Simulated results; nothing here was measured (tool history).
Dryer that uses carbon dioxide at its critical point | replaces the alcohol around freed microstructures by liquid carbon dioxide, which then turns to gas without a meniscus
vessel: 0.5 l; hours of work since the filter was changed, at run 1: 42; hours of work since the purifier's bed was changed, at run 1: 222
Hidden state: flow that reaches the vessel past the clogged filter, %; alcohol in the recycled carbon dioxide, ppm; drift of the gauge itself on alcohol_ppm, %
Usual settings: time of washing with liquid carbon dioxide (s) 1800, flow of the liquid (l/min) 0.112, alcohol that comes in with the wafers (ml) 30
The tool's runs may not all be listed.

run   hour  time of washing with liquid carbon dioxide (s)  flow of the liquid (l/min)  alcohol that comes in with the wafers (ml)  hours of work since the filter was changed  hours of work since the purifier's bed was changed  alcohol left in the vessel before it's heated (ppm by volume)
  1    0.0                                            1800                       0.112                                          30                                          42                                                 222                                                            165
  2   18.6                                            1140                       0.112                                          30                                          50                                                 230                                                           1232
  3   52.9                                            1140                       0.112                                          30                                          63                                                 243                                                           1268
  4   82.1                                            1140                       0.112                                          30                                          75                                                 255                                                           1240
  5  103.8                                            1140                       0.112                                          30                                          84                                                 264                                                           1283
  6  118.2                                            1800                       0.164                                          30                                          90                                                 269                                                             69
  7  137.3                                            1800                       0.164                                          30                                          97                                                 277                                                             71
  8  167.0                                            2160                       0.164                                          30                                         109                                                 289                                                             62
  9  191.2                                            2160                       0.164                                          30                                         119                                                 299                                                             74
 10  220.1                                            1800                       0.112                                          30                                         130                                                 310                                                            198
 11  244.2                                            1800                       0.112                                          30                                         140                                                 320                                                            203
 12  277.8                                            1800                       0.112                                          30                                         154                                                 333                                                            214
 13  306.1                                            1800                       0.112                                         102                                         165                                                 345                                                            579
 14  336.6                                            1800                       0.112                                         102                                         177                                                 357                                                            601
 15  353.1                                            1800                       0.112                                         102                                         184                                                 364                                                            564
 16  377.7                                            1800                       0.112                                         102                                         194                                                 373                                                            596
 17  391.9                                            1800                       0.112                                          30                                         199                                                 379                                                            237
 18  421.6                                            1500                       0.112                                          30                                         211                                                 391                                                            502
 19  448.6                                            1500                       0.112                                          40                                         222                                                 402                                                            652
 20  465.0                                            1800                       0.112                                          38                                         229                                                 408                                                            298
 21  490.0                                            1800                       0.086                                          30                                         239                                                 418                                                            765
 22  506.9                                            1440                       0.086                                          26                                         245                                                 425                                                           1570
 23  526.4                                            1440                       0.086                                          26                                         253                                                 433                                                           1585
 24  557.3                                            2220                       0.184                                          34                                         266                                                 445                                                             91
 25  579.6                                            2220                       0.184                                          34                                         275                                                 454                                                            100
 26  599.7                                            1740                       0.164                                         106                                         283                                                 462                                                            132
 27  625.1                                            1920                       0.150                                          48                                         293                                                 473                                                            118
 28  649.7                                            1320                       0.094                                          62                                         303                                                 482                                                           3707
 29  673.8                                            1320                       0.094                                          62                                         312                                                 492                                                           3681
 30  700.9                                            1320                       0.094                                          62                                         323                                                 503                                                           3769
 31  723.7                                            1920                       0.127                                          30                                         332                                                 512                                                            162
 32  754.9                                            1920                       0.127                                          30                                         345                                                 525                                                            163
 33  786.0                                            2520                       0.112                                          25                                         357                                                 537                                                            126
 34  820.1                                            2220                       0.127                                          35                                         371                                                 551                                                            133
 35  835.2                                            1740                       0.158                                          23                                         377                                                 557                                                            136
 36  863.2                                            1740                       0.158                                          23                                         388                                                 568                                                            141

Forecast run 37:
 37  887.7                                            1740                       0.158                                          23                                         398                                                 578                                                              ?

Run 37 gave alcohol left in the vessel before it's heated (ppm by volume) 134.
Without the tool's hidden state the same run would have given alcohol left in the vessel before it's heated (ppm by volume) 8.
